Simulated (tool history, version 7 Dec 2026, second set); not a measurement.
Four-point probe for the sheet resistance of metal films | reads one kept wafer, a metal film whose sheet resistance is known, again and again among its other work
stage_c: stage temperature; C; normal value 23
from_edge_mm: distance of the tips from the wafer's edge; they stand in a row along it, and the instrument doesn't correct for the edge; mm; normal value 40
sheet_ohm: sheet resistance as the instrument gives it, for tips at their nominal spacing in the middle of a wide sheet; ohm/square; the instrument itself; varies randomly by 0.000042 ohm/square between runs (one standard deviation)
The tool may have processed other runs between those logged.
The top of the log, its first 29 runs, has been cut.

{"run": 30, "hour": 860.5, "stage_c": 21, "from_edge_mm": 14, "sheet_ohm": 0.210184}
{"run": 31, "hour": 900.8, "stage_c": 21, "from_edge_mm": 14, "sheet_ohm": 0.210034}
{"run": 32, "hour": 936.5, "stage_c": 18, "from_edge_mm": 31, "sheet_ohm": 0.209514}
{"run": 33, "hour": 975.8, "stage_c": 18, "from_edge_mm": 31, "sheet_ohm": 0.209629}
{"run": 34, "hour": 994.0, "stage_c": 27, "from_edge_mm": 6, "sheet_ohm": 0.211549}
{"run": 35, "hour": 1036.1, "stage_c": 27, "from_edge_mm": 6, "sheet_ohm": 0.211522}
{"run": 36, "hour": 1056.3, "stage_c": 27, "from_edge_mm": 3, "sheet_ohm": 0.213832}
{"run": 37, "hour": 1083.5, "stage_c": 27, "from_edge_mm": 3, "sheet_ohm": 0.213738}
{"run": 38, "hour": 1108.1, "stage_c": 21, "from_edge_mm": 10, "sheet_ohm": 0.21023}
{"run": 39, "hour": 1141.1, "stage_c": 20, "from_edge_mm": 10, "sheet_ohm": 0.210163}
{"run": 40, "hour": 1168.5, "stage_c": 28, "from_edge_mm": 42, "sheet_ohm": 0.210883}
{"run": 41, "hour": 1196.0, "stage_c": 18, "from_edge_mm": 9, "sheet_ohm": 0.209833}
{"run": 42, "hour": 1228.8, "stage_c": 18, "from_edge_mm": 8, "sheet_ohm": 0.209991}
{"run": 43, "hour": 1260.8, "stage_c": 20, "from_edge_mm": 28, "sheet_ohm": 0.20982}
{"run": 44, "hour": 1282.1, "stage_c": 20, "from_edge_mm": 28, "sheet_ohm": 0.209926}

What if the next run were any one of these 5? Each begins from the tool's condition after run 44:
{"run": "A", "hour": 1314.5, "stage_c": 23, "from_edge_mm": 40, "sheet_ohm": "?"}
{"run": "B", "hour": 1314.5, "stage_c": 20, "from_edge_mm": 15, "sheet_ohm": "?"}
{"run": "C", "hour": 1314.5, "stage_c": 24, "from_edge_mm": 19, "sheet_ohm": "?"}
{"run": "D", "hour": 1314.5, "stage_c": 20, "from_edge_mm": 11, "sheet_ohm": "?"}
{"run": "E", "hour": 1314.5, "stage_c": 19, "from_edge_mm": 6, "sheet_ohm": "?"}

run=A sheet_ohm=0.210296
run=B sheet_ohm=0.209901
run=C sheet_ohm=0.210397
run=D sheet_ohm=0.21004
run=E sheet_ohm=0.210467
The same runs, with their run-to-run variation unchanged, on a tool lacking any hidden condition would have given:
run=A sheet_ohm=0.210293
run=B sheet_ohm=0.209898
run=C sheet_ohm=0.210394
run=D sheet_ohm=0.210037
run=E sheet_ohm=0.210464
